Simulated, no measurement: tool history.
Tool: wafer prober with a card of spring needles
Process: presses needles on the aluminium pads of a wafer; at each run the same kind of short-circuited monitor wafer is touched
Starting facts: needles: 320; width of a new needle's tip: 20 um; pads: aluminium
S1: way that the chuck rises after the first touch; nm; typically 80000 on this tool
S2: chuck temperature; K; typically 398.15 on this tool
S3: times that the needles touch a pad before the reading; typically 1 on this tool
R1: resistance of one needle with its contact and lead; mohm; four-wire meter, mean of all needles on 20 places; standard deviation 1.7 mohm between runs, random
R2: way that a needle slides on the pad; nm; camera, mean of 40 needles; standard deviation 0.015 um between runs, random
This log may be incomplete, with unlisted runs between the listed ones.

run 1 hour=0.0 | S1=80000 S2=398.15 S3=1 | R1=176 R2=21460
-- hour=14.6 tips cleaned on abrasive film
-- hour=27.1 tips cleaned on abrasive film
run 2 hour=31.0 | S1=80000 S2=398.15 S3=1 | R1=205 R2=21450
-- hour=40.4 tips cleaned on abrasive film
-- hour=53.8 tips cleaned on abrasive film
run 3 hour=59.0 | S1=80000 S2=398.15 S3=1 | R1=205 R2=21390
-- hour=66.7 tips cleaned on abrasive film
-- hour=79.8 tips cleaned on abrasive film
-- hour=92.0 tips cleaned on abrasive film
run 4 hour=92.0 | S1=80000 S2=398.15 S3=1 | R1=176 R2=21350
-- hour=100.2 height of the first contact set anew
-- hour=106.0 tips cleaned on abrasive film
-- hour=120.6 tips cleaned on abrasive film
run 5 hour=130.8 | S1=80000 S2=398.15 S3=1 | R1=230 R2=21600
-- hour=132.8 tips cleaned on abrasive film
-- hour=145.1 tips cleaned on abrasive film
-- hour=158.7 tips cleaned on abrasive film
run 6 hour=160.9 | S1=80000 S2=398.15 S3=1 | R1=190 R2=21540
-- hour=172.3 tips cleaned on abrasive film
-- hour=185.6 tips cleaned on abrasive film
run 7 hour=191.2 | S1=80000 S2=398.15 S3=1 | R1=210 R2=21510
-- hour=199.5 tips cleaned on abrasive film
-- hour=211.8 tips cleaned on abrasive film
run 8 hour=214.7 | S1=80000 S2=313.15 S3=1 | R1=189 R2=21460
-- hour=225.7 tips cleaned on abrasive film
-- hour=237.6 tips cleaned on abrasive film
-- hour=251.6 tips cleaned on abrasive film
run 9 hour=255.5 | S1=87000 S2=372.15 S3=2 | R1=182 R2=23310
-- hour=266.0 tips cleaned on abrasive film
-- hour=280.5 tips cleaned on abrasive film
run 10 hour=288.2 | S1=67000 S2=331.15 S3=3 | R1=190 R2=17860
-- hour=292.6 tips cleaned on abrasive film
-- hour=306.1 tips cleaned on abrasive film
run 11 hour=313.3 | S1=67000 S2=341.15 S3=3 | R1=196 R2=17830
-- hour=319.1 tips cleaned on abrasive film
-- hour=333.0 tips cleaned on abrasive film
-- hour=336.2 height of the first contact set anew
run 12 hour=344.1 | S1=67000 S2=341.15 S3=3 | R1=196 R2=18110
-- hour=347.1 tips cleaned on abrasive film
-- hour=359.3 tips cleaned on abrasive film
-- hour=373.6 tips cleaned on abrasive film
run 13 hour=382.9 | S1=67000 S2=341.15 S3=3 | R1=194 R2=18050
-- hour=385.9 tips cleaned on abrasive film
-- hour=399.1 tips cleaned on abrasive film
-- hour=413.0 tips cleaned on abrasive film
run 14 hour=418.2 | S1=96000 S2=398.15 S3=3 | R1=182 R2=25870
-- hour=426.5 tips cleaned on abrasive film
-- hour=439.6 tips cleaned on abrasive film
run 15 hour=443.6 | S1=96000 S2=398.15 S3=3 | R1=179 R2=25790
-- hour=453.3 tips cleaned on abrasive film
-- hour=466.7 tips cleaned on abrasive film
-- hour=479.1 tips cleaned on abrasive film
run 16 hour=479.1 | S1=62000 S2=335.15 S3=1 | R1=179 R2=16570

Predict each of these 3 candidate next runs independently; none follows another, all start after run 16:
-- hour=492.0 tips cleaned on abrasive film
-- hour=505.0 tips cleaned on abrasive film
run A hour=507.8 | S1=97000 S2=303.15 S3=1 | R1=? R2=?
-- hour=492.0 tips cleaned on abrasive film
-- hour=505.0 tips cleaned on abrasive film
run B hour=507.8 | S1=90000 S2=398.15 S3=2 | R1=? R2=?
-- hour=492.0 tips cleaned on abrasive film
-- hour=505.0 tips cleaned on abrasive film
run C hour=507.8 | S1=62000 S2=335.15 S3=1 | R1=? R2=?

run=A R1=173 R2=26010
run=B R1=181 R2=24100
run=C R1=214 R2=16540
Take away the tool's hidden state, keep each run's random variation, and the runs would have read:
run=A R1=152 R2=26230
run=B R1=167 R2=24330
run=C R1=166 R2=16760
